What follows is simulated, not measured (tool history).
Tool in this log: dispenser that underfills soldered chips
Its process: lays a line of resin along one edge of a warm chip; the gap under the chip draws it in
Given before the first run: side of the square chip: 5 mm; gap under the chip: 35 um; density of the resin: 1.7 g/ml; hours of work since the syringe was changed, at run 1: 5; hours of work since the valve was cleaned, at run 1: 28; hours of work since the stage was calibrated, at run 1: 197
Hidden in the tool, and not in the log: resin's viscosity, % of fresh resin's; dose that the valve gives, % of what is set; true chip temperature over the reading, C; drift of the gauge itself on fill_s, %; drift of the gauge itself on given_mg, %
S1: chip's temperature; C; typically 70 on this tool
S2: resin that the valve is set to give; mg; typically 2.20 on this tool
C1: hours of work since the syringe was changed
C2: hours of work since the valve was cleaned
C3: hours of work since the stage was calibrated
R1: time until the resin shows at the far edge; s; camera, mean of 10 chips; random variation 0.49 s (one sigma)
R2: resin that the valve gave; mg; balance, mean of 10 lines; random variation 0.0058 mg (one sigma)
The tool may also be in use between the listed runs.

{"run": 1, "day": 0.0, "S1": 70, "S2": 2.2, "C1": 5, "C2": 28, "C3": 197, "R1": 47.3, "R2": 2.16}
{"day": 0.158, "done": "new syringe of resin"}
{"run": 2, "day": 0.271, "S1": 70, "S2": 2.2, "C1": 2, "C2": 32, "C3": 201, "R1": 40.4, "R2": 2.168}
{"day": 0.704, "done": "new syringe of resin"}
{"run": 3, "day": 0.75, "S1": 70, "S2": 2.2, "C1": 1, "C2": 39, "C3": 208, "R1": 38.1, "R2": 2.141}
{"day": 1.225, "done": "new syringe of resin"}
{"run": 4, "day": 1.246, "S1": 70, "S2": 2.2, "C1": 0, "C2": 47, "C3": 215, "R1": 36.9, "R2": 2.141}
{"run": 5, "day": 1.612, "S1": 70, "S2": 2.2, "C1": 6, "C2": 52, "C3": 221, "R1": 48.1, "R2": 2.134}
{"day": 1.758, "done": "new syringe of resin"}
{"run": 6, "day": 2.021, "S1": 70, "S2": 2.2, "C1": 4, "C2": 58, "C3": 227, "R1": 43.9, "R2": 2.134}
{"day": 2.279, "done": "new syringe of resin"}
{"run": 7, "day": 2.279, "S1": 70, "S2": 2.2, "C1": 0, "C2": 62, "C3": 231, "R1": 36.5, "R2": 2.122}
{"run": 8, "day": 2.675, "S1": 71, "S2": 2.11, "C1": 6, "C2": 68, "C3": 237, "R1": 47.4, "R2": 2.03}
{"day": 2.817, "done": "new syringe of resin"}
{"run": 9, "day": 3.175, "S1": 71, "S2": 2.11, "C1": 6, "C2": 76, "C3": 244, "R1": 45.7, "R2": 2.027}
{"day": 3.35, "done": "new syringe of resin"}
{"run": 10, "day": 3.562, "S1": 63, "S2": 2.2, "C1": 3, "C2": 81, "C3": 250, "R1": 60.2, "R2": 2.107}
{"day": 3.862, "done": "new syringe of resin"}
{"run": 11, "day": 4.096, "S1": 63, "S2": 2.2, "C1": 4, "C2": 89, "C3": 258, "R1": 60.1, "R2": 2.087}

4 options for the next run, each taken on its own from the tool as it stands now. Forecast them:
{"day": 4.4, "done": "dispensing valve cleaned and set on the balance"}
{"run": "A", "day": 4.4, "S1": 76, "S2": 2.01, "C1": 8, "C2": 0, "C3": 262, "R1": "?", "R2": "?"}
{"day": 4.4, "done": "dispensing valve cleaned and set on the balance"}
{"run": "B", "day": 4.4, "S1": 67, "S2": 2.2, "C1": 8, "C2": 0, "C3": 262, "R1": "?", "R2": "?"}
{"day": 4.4, "done": "dispensing valve cleaned and set on the balance"}
{"run": "C", "day": 4.4, "S1": 77, "S2": 2.32, "C1": 8, "C2": 0, "C3": 262, "R1": "?", "R2": "?"}
{"day": 4.4, "done": "dispensing valve cleaned and set on the balance"}
{"run": "D", "day": 4.4, "S1": 76, "S2": 1.99, "C1": 8, "C2": 0, "C3": 262, "R1": "?", "R2": "?"}

run=A R1=40.2 R2=2.005
run=B R1=60.4 R2=2.197
run=C R1=37.4 R2=2.308
run=D R1=40.9 R2=1.999
Stripped of hidden state, with their random variation kept, the same runs would have yielded:
run=A R1=29.7 R2=2.007
run=B R1=44.8 R2=2.199
run=C R1=27.7 R2=2.310
run=D R1=30.3 R2=2.001
